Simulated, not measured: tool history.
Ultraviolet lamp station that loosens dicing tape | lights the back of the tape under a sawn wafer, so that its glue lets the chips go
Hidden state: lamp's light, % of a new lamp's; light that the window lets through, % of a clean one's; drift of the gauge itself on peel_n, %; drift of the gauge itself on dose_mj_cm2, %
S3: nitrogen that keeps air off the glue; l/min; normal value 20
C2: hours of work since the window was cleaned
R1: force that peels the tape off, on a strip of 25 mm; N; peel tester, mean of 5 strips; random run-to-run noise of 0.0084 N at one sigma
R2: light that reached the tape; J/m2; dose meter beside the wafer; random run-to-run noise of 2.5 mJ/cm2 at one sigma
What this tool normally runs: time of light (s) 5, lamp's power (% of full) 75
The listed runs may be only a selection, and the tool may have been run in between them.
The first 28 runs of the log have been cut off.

run 29 hour=220.6 | time_of_light_(s)=5 lamp's_power_(%_of_full)=75 S3=20 | hours_of_work_of_the_lamp=221 C2=490 | R1=0.510 R2=2510
run 30 hour=227.5 | time_of_light_(s)=7 lamp's_power_(%_of_full)=72 S3=15 | hours_of_work_of_the_lamp=226 C2=496 | R1=0.275 R2=3380
run 31 hour=238.2 | time_of_light_(s)=3 lamp's_power_(%_of_full)=71 S3=10 | hours_of_work_of_the_lamp=235 C2=504 | R1=2.220 R2=1400
run 32 hour=245.8 | time_of_light_(s)=3 lamp's_power_(%_of_full)=71 S3=10 | hours_of_work_of_the_lamp=241 C2=510 | R1=2.271 R2=1410
run 33 hour=250.6 | time_of_light_(s)=2 lamp's_power_(%_of_full)=61 S3=10 | hours_of_work_of_the_lamp=245 C2=514 | R1=4.041 R2=820
run 34 hour=258.1 | time_of_light_(s)=5 lamp's_power_(%_of_full)=84 S3=7 | hours_of_work_of_the_lamp=251 C2=520 | R1=0.905 R2=2830
run 35 hour=268.9 | time_of_light_(s)=4 lamp's_power_(%_of_full)=75 S3=16 | hours_of_work_of_the_lamp=259 C2=529 | R1=1.015 R2=1980
-- hour=270.3 window cleaned of glue's vapour
run 36 hour=279.1 | time_of_light_(s)=4 lamp's_power_(%_of_full)=75 S3=16 | hours_of_work_of_the_lamp=267 C2=7 | R1=0.819 R2=2280
run 37 hour=288.8 | time_of_light_(s)=9 lamp's_power_(%_of_full)=92 S3=16 | hours_of_work_of_the_lamp=275 C2=15 | R1=0.050 R2=6150
run 38 hour=294.4 | time_of_light_(s)=8 lamp's_power_(%_of_full)=96 S3=26 | hours_of_work_of_the_lamp=279 C2=19 | R1=0.053 R2=5770

Consider 3 possible next runs. They are alternatives, not a sequence: every one starts from the tool as it was left by run 38. What does each give?
run A hour=303.0 | time_of_light_(s)=6 lamp's_power_(%_of_full)=80 S3=26 | hours_of_work_of_the_lamp=286 C2=26 | R1=? R2=?
run B hour=303.0 | time_of_light_(s)=8 lamp's_power_(%_of_full)=75 S3=9 | hours_of_work_of_the_lamp=286 C2=26 | R1=? R2=?
run C hour=303.0 | time_of_light_(s)=4 lamp's_power_(%_of_full)=75 S3=22 | hours_of_work_of_the_lamp=286 C2=26 | R1=? R2=?

run=A R1=0.163 R2=3490
run=B R1=0.209 R2=4480
run=C R1=0.668 R2=2160
Stripped of hidden state, with their random variation kept, the same runs would have yielded:
run=A R1=0.141 R2=3690
run=B R1=0.179 R2=4730
run=C R1=0.585 R2=2280

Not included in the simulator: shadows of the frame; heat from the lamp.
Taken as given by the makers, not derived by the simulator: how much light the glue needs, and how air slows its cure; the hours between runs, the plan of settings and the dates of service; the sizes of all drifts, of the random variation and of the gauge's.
